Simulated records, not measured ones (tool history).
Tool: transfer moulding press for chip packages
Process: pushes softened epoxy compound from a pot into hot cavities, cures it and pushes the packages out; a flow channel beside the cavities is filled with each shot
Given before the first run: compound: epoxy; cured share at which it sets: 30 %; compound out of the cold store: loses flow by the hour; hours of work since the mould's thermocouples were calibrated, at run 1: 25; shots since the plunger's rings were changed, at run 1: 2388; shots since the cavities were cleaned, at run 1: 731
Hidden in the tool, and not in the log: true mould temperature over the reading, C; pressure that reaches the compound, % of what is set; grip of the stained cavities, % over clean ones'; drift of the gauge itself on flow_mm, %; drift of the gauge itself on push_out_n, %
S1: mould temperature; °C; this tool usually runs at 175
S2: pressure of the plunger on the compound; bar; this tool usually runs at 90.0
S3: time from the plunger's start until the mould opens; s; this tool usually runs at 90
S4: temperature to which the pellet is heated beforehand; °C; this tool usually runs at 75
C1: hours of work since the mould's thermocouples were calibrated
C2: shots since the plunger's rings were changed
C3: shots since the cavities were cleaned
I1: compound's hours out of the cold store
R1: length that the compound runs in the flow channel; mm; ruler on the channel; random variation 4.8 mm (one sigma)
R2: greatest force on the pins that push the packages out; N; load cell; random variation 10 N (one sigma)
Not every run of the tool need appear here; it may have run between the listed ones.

{"run": 1, "hour": 0.0, "S1": 175, "S2": 90.0, "S3": 90, "S4": 75, "C1": 25, "C2": 2388, "C3": 731, "I1": 40.0, "R1": 514, "R2": 883}
{"hour": 31.2, "done": "cavities cleaned with cleaning compound and waxed"}
{"run": 2, "hour": 33.1, "S1": 175, "S2": 90.0, "S3": 90, "S4": 75, "C1": 42, "C2": 2711, "C3": 20, "I1": 31.2, "R1": 550, "R2": 493}
{"run": 3, "hour": 55.8, "S1": 175, "S2": 90.0, "S3": 90, "S4": 75, "C1": 54, "C2": 2942, "C3": 251, "I1": 22.7, "R1": 572, "R2": 742}
{"run": 4, "hour": 80.7, "S1": 173, "S2": 90.0, "S3": 90, "S4": 75, "C1": 68, "C2": 3197, "C3": 506, "I1": 42.6, "R1": 511, "R2": 949}
{"run": 5, "hour": 96.6, "S1": 173, "S2": 90.0, "S3": 90, "S4": 75, "C1": 76, "C2": 3360, "C3": 669, "I1": 30.2, "R1": 544, "R2": 1025}
{"run": 6, "hour": 115.8, "S1": 175, "S2": 90.0, "S3": 90, "S4": 71, "C1": 87, "C2": 3556, "C3": 865, "I1": 12.0, "R1": 601, "R2": 1008}
{"hour": 132.4, "done": "cavities cleaned with cleaning compound and waxed"}
{"run": 7, "hour": 132.4, "S1": 175, "S2": 90.0, "S3": 90, "S4": 71, "C1": 95, "C2": 3710, "C3": 0, "I1": 12.9, "R1": 602, "R2": 502}
{"run": 8, "hour": 151.2, "S1": 175, "S2": 90.0, "S3": 90, "S4": 71, "C1": 105, "C2": 3903, "C3": 193, "I1": 33.8, "R1": 521, "R2": 694}
{"run": 9, "hour": 172.8, "S1": 175, "S2": 90.0, "S3": 90, "S4": 71, "C1": 116, "C2": 4124, "C3": 414, "I1": 29.0, "R1": 537, "R2": 818}
{"run": 10, "hour": 199.0, "S1": 175, "S2": 90.0, "S3": 90, "S4": 71, "C1": 131, "C2": 4392, "C3": 682, "I1": 29.1, "R1": 541, "R2": 917}
{"run": 11, "hour": 226.3, "S1": 175, "S2": 90.0, "S3": 90, "S4": 71, "C1": 145, "C2": 4671, "C3": 961, "I1": 35.0, "R1": 512, "R2": 928}
{"hour": 234.4, "done": "cavities cleaned with cleaning compound and waxed"}
{"hour": 245.3, "done": "plunger's sealing rings changed"}
{"run": 12, "hour": 249.9, "S1": 175, "S2": 90.0, "S3": 90, "S4": 71, "C1": 156, "C2": 47, "C3": 133, "I1": 14.1, "R1": 629, "R2": 677}
{"run": 13, "hour": 283.6, "S1": 175, "S2": 90.0, "S3": 129, "S4": 75, "C1": 174, "C2": 391, "C3": 477, "I1": 34.8, "R1": 555, "R2": 650}
{"run": 14, "hour": 306.7, "S1": 175, "S2": 90.0, "S3": 129, "S4": 69, "C1": 186, "C2": 627, "C3": 713, "I1": 38.0, "R1": 538, "R2": 705}
{"run": 15, "hour": 325.8, "S1": 175, "S2": 90.0, "S3": 90, "S4": 75, "C1": 197, "C2": 822, "C3": 908, "I1": 46.2, "R1": 508, "R2": 908}
{"hour": 338.0, "done": "cavities cleaned with cleaning compound and waxed"}
{"run": 16, "hour": 341.8, "S1": 175, "S2": 90.0, "S3": 90, "S4": 75, "C1": 204, "C2": 970, "C3": 39, "I1": 25.6, "R1": 574, "R2": 533}
{"run": 17, "hour": 356.1, "S1": 175, "S2": 90.0, "S3": 90, "S4": 75, "C1": 212, "C2": 1117, "C3": 186, "I1": 25.9, "R1": 572, "R2": 658}
{"run": 18, "hour": 384.3, "S1": 175, "S2": 69.1, "S3": 93, "S4": 75, "C1": 227, "C2": 1405, "C3": 474, "I1": 14.5, "R1": 538, "R2": 846}
{"run": 19, "hour": 412.5, "S1": 175, "S2": 90.0, "S3": 77, "S4": 69, "C1": 242, "C2": 1693, "C3": 762, "I1": 33.9, "R1": 542, "R2": 1324}
{"hour": 439.8, "done": "cavities cleaned with cleaning compound and waxed"}
{"run": 20, "hour": 443.6, "S1": 175, "S2": 90.0, "S3": 77, "S4": 69, "C1": 258, "C2": 1996, "C3": 39, "I1": 41.3, "R1": 520, "R2": 723}
{"run": 21, "hour": 475.5, "S1": 175, "S2": 90.0, "S3": 77, "S4": 69, "C1": 276, "C2": 2323, "C3": 366, "I1": 28.6, "R1": 558, "R2": 1180}
{"run": 22, "hour": 509.2, "S1": 167, "S2": 93.2, "S3": 112, "S4": 68, "C1": 294, "C2": 2666, "C3": 709, "I1": 38.4, "R1": 546, "R2": 1059}
{"run": 23, "hour": 531.7, "S1": 167, "S2": 93.2, "S3": 112, "S4": 68, "C1": 306, "C2": 2897, "C3": 940, "I1": 10.4, "R1": 646, "R2": 1196}
{"hour": 541.4, "done": "cavities cleaned with cleaning compound and waxed"}
{"run": 24, "hour": 560.4, "S1": 176, "S2": 90.0, "S3": 83, "S4": 75, "C1": 320, "C2": 3175, "C3": 194, "I1": 37.0, "R1": 526, "R2": 738}

What will run 25 give?
{"run": 25, "hour": 590.8, "S1": 176, "S2": 90.0, "S3": 83, "S4": 75, "C1": 337, "C2": 3486, "C3": 505, "I1": 8.6, "R1": "?", "R2": "?"}

{"run 25": {"R1": 614, "R2": 1057}}
Minus the tool's unlogged condition, the same run would have read R1 653 mm, R2 557 N.

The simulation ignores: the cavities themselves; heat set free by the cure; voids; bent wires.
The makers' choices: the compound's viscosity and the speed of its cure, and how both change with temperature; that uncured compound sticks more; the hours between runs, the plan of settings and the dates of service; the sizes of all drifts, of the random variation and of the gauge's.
